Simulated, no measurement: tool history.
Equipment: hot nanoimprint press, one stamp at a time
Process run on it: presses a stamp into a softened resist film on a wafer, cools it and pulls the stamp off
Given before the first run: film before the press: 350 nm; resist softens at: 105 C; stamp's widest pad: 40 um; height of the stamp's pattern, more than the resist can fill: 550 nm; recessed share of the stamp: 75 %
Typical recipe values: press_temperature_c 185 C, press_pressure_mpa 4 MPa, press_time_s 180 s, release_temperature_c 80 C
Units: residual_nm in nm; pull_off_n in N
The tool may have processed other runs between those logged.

| run | day | press_temperature_c | press_pressure_mpa | press_time_s | release_temperature_c | residual_nm | pull_off_n |
|---|---|---|---|---|---|---|---|
| 1 | 0 | 185 | 4 | 180 | 80 | 174.7 | 141 |
| 2 | 0.825 | 185 | 4 | 180 | 80 | 175.2 | 142 |
|  | 1.496 | stamp cleaned and given a new release coat |
| 3 | 1.95 | 185 | 4 | 226 | 80 | 164.2 | 112 |
| 4 | 2.5 | 185 | 4 | 96 | 80 | 210.1 | 114 |
| 5 | 3.279 | 185 | 4 | 96 | 80 | 211.1 | 115 |
| 6 | 3.933 | 185 | 4 | 96 | 80 | 211.5 | 116 |
| 7 | 4.738 | 185 | 4 | 96 | 80 | 214 | 118 |
| 8 | 5.625 | 185 | 4 | 96 | 80 | 211.8 | 119 |
| 9 | 6.246 | 185 | 4 | 96 | 80 | 212.9 | 121 |
| 10 | 6.729 | 185 | 3.57 | 180 | 80 | 186.5 | 121 |
| 11 | 7.329 | 185 | 4 | 180 | 80 | 177.5 | 122 |
| 12 | 8.283 | 176 | 4 | 180 | 80 | 239.9 | 125 |
| 13 | 8.871 | 185 | 4 | 180 | 80 | 176.9 | 126 |
| 14 | 9.554 | 185 | 4 | 180 | 80 | 179.2 | 125 |
| 15 | 10.067 | 185 | 4 | 180 | 80 | 178.9 | 129 |
|  | 10.362 | plate thermocouple calibrated |
| 16 | 11.029 | 175 | 3.86 | 106 | 80 | 273.7 | 125 |
| 17 | 11.512 | 175 | 3.86 | 106 | 80 | 271.9 | 126 |
| 18 | 12.15 | 175 | 3.86 | 106 | 80 | 273.2 | 124 |
| 19 | 13.162 | 175 | 3.86 | 106 | 80 | 274.2 | 131 |
| 20 | 14.05 | 175 | 3.86 | 106 | 80 | 275.4 | 139 |
| 21 | 14.65 | 175 | 3.86 | 106 | 80 | 276.5 | 138 |
| 22 | 15.417 | 175 | 3.86 | 106 | 80 | 274.8 | 136 |
| 23 | 15.996 | 175 | 4.3 | 106 | 67 | 265.4 | 172 |
| 24 | 16.542 | 175 | 4.3 | 106 | 67 | 264.2 | 178 |
| 25 | 17.375 | 190 | 2.61 | 106 | 67 | 216.9 | 181 |
|  | 18.104 | stamp cleaned and given a new release coat |
| 26 | 18.146 | 194 | 4 | 231 | 80 | 117.8 | 112 |
| 27 | 18.612 | 175 | 4 | 151 | 72 | 252.3 | 134 |
| 28 | 19.279 | 195 | 4 | 99 | 72 | 152.3 | 133 |
| 29 | 20.125 | 195 | 4 | 99 | 72 | 151.7 | 136 |

Forecast each of these 5 alternatives for the next run:
| A | 20.788 | 195 | 4 | 145 | 74 | ? | ? |
| B | 20.788 | 182 | 5.59 | 180 | 80 | ? | ? |
| C | 20.788 | 194 | 4 | 180 | 80 | ? | ? |
| D | 20.788 | 195 | 4 | 133 | 72 | ? | ? |
| E | 20.788 | 185 | 5.67 | 180 | 80 | ? | ? |

| run | residual_nm | pull_off_n |
|---|---|---|
| A | 133.9 | 132 |
| B | 165.1 | 114 |
| C | 129.7 | 121 |
| D | 142.2 | 140 |
| E | 147.8 | 113 |
What these runs would have given with no unlogged condition in the tool:
| run | residual_nm | pull_off_n |
|---|---|---|
| A | 131.8 | 126 |
| B | 161.9 | 108 |
| C | 127.6 | 115 |
| D | 140 | 133 |
| E | 144.9 | 107 |
